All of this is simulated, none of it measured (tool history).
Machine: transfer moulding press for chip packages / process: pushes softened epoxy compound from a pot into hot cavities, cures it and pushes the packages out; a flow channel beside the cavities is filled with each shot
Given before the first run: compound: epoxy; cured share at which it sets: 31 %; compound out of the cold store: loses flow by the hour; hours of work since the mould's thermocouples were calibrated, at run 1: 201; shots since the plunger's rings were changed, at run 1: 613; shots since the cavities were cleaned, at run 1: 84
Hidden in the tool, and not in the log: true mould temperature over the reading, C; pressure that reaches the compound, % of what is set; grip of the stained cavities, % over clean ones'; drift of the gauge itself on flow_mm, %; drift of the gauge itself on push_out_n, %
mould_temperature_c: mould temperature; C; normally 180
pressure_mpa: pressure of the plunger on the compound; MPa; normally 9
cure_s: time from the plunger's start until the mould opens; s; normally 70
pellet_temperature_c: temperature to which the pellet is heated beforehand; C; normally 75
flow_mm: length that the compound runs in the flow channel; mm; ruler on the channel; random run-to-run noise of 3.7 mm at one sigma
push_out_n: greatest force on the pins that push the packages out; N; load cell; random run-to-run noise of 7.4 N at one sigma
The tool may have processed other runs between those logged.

run   hour  mould_temperature_c  pressure_mpa  cure_s  pellet_temperature_c  hours of work since the mould's thermocouples were calibrated  shots since the plunger's rings were changed  shots since the cavities were cleaned  incoming compound's hours out of the cold store  flow_mm  push_out_n
  1      0                  180             9      70                    75                                                            201                                           613                                     84                                             45.9      609         345
  2   18.2                  180             9      70                    75                                                            209                                           806                                    277                                             44.1      603         429
  3   29.7                  180             9      70                    75                                                            213                                           927                                    398                                             40.4      619         474
      45.1  -- cavities cleaned with cleaning compound and waxed
  4   45.1                  180             9      70                    75                                                            219                                          1075                                      0                                             36.1      641         309
  5     59                  180             9      70                    75                                                            225                                          1222                                    147                                             47.7      590         389
  6   80.5                  180             9      70                    75                                                            234                                          1450                                    375                                             35.9      628         458
      96.8  -- cavities cleaned with cleaning compound and waxed
  7  102.4                  180             9      70                    75                                                            243                                          1666                                     59                                             20.7      689         337
  8  119.8                  180             9      70                    75                                                            250                                          1851                                    244                                             44.7      589         390
  9  129.6                  180          9.39      70                    75                                                            254                                          1955                                    348                                             41.6      618         446
     149.1  -- cavities cleaned with cleaning compound and waxed
 10  150.2                  186             9      70                    75                                                            263                                          2157                                     12                                             16.6      687         281
 11  169.6                  180             9      70                    75                                                            271                                          2362                                    217                                             33.1      631         387
 12  187.9                  180             9      70                    85                                                            278                                          2556                                    411                                             46.1      580         459
 13    199                  180             9      70                    85                                                            283                                          2674                                    529                                             17.6      695         500
       202  -- cavities cleaned with cleaning compound and waxed
 14    215                  180             9      70                    85                                                            289                                          2827                                    137                                             21.4      671         390
     223.8  -- plunger's sealing rings changed
 15    231                  180             9      70                    85                                                            295                                            77                                    281                                              9.6      764         439
 16  252.3                  180             9      70                    85                                                            304                                           302                                    506                                             23.1      699         486
       257  -- cavities cleaned with cleaning compound and waxed
 17  266.6                  180             9      70                    74                                                            309                                           438                                    102                                             33.3      662         352
 18  288.6                  179         10.04      79                    72                                                            319                                           671                                    335                                             39.2      676         415
       292  -- mould's thermocouples calibrated
 19  302.9                  173         10.18      50                    80                                                              5                                           801                                    465                                             30.2      736        1451
       311  -- cavities cleaned with cleaning compound and waxed
 20  325.4                  173         10.48      83                    80                                                             13                                          1024                                    153                                             45.9      671         420
 21    347                  185          7.83      97                    69                                                             23                                          1253                                    382                                             23.2      631         396
     362.6  -- cavities cleaned with cleaning compound and waxed
 22  364.9                  185          7.83      76                    79                                                             30                                          1427                                     25                                             41.7      562         291
 23  374.4                  175          7.83      76                    79                                                             34                                          1527                                    125                                               33      618         424
     377.4  -- mould's thermocouples calibrated, once more
 24  387.5                  175          7.83      76                    79                                                              4                                          1645                                    243                                             24.4      649         453
 25  401.1                  186          7.87      70                    75                                                             10                                          1788                                    386                                             18.5      639         408
     416.8  -- cavities cleaned with cleaning compound and waxed
 26  419.9                  186          7.87      71                    75                                                             17                                          1972                                     32                                             37.5      568         298
 27  439.5                  180          8.13      84                    74                                                             26                                          2180                                    240                                               35      595         397
 28  451.7                  180          8.13      84                    74                                                             31                                          2309                                    369                                             44.5      558         414

Alternative continuations, all from the tool just after run 28; predict every row:
       469  -- cavities cleaned with cleaning compound and waxed
  A  471.8                  180          7.86      78                    75                                                             39                                          2507                                     31                                             28.3        ?           ?
       469  -- cavities cleaned with cleaning compound and waxed
  B  471.8                  180             9      68                    83                                                             39                                          2507                                     31                                             36.3        ?           ?
       469  -- cavities cleaned with cleaning compound and waxed
  C  471.8                  180          8.13      56                    74                                                             39                                          2507                                     31                                             42.5        ?           ?

run  flow_mm  push_out_n
  A      606         317
  B      620         337
  C      563         440
Take away the tool's hidden state, keep each run's random variation, and the runs would have read:
run  flow_mm  push_out_n
  A      634         294
  B      649         312
  C      590         406
